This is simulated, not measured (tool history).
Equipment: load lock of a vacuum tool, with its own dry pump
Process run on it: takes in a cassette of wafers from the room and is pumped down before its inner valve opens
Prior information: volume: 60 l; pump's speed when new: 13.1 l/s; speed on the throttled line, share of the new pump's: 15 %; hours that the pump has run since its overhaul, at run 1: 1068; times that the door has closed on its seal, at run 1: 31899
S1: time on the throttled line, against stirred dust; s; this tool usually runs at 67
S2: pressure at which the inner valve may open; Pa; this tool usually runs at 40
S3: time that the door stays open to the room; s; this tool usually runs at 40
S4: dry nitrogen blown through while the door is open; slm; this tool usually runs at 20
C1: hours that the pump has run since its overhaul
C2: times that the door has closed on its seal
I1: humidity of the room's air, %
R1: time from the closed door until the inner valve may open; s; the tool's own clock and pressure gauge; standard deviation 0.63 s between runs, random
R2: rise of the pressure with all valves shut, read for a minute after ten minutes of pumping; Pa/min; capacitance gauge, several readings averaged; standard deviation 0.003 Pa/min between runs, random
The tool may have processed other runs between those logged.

run	hour	S1	S2	S3	S4	C1	C2	I1	R1	R2
1	0	67	40	40	20	1068	31899	42.1	93.9	0.135
2	238.7	67	40	40	20	1307	32800	44.3	93.9	0.145
3	543	67	40	40	20	1611	33950	44.7	94.4	0.148
4	688.7	67	40	40	11	1757	34500	44.2	93.6	0.164
5	950.4	67	40	40	9	2019	35489	41.8	92.8	0.161
6	1082.9	67	40	40	9	2151	35989	47.5	94.1	0.168
7	1332.4	67	45	40	20	2401	36931	45.9	92.7	0.157
8	1535.1	67	45	40	20	2603	37697	43.3	95.2	0.162
9	1687.1	67	40	40	20	2755	38271	47.8	94.8	0.167
10	1952.9	67	40	40	20	3021	39275	47.6	94.6	0.173
11	2205	67	70	40	15	3273	40227	48.7	93.3	0.188
12	2395.2	67	70	69	15	3463	40945	44	92.2	0.2
13	2680.1	34	57	122	18	3748	42021	47.1	65.1	0.226
14	2852.9	68	37	82	19	3921	42674	41.8	95.9	0.21
15	3154.8	68	37	82	19	4223	43814	43.1	96.8	0.211
16	3401.7	86	32	32	4	4470	44747	47.5	112.3	0.222
17	3600.8	130	40	40	20	4669	45499	47.9	149	0.207

Run 18 has not been measured yet. What should we expect?
18	3839.8	129	43	40	35	4908	46401	46.7	?	?

R1: 147 s
R2: 0.205 Pa/min
Were there no unlogged condition in the tool, this run, its random variation unchanged, would have produced R1 145.4 s, R2 0.02 Pa/min.

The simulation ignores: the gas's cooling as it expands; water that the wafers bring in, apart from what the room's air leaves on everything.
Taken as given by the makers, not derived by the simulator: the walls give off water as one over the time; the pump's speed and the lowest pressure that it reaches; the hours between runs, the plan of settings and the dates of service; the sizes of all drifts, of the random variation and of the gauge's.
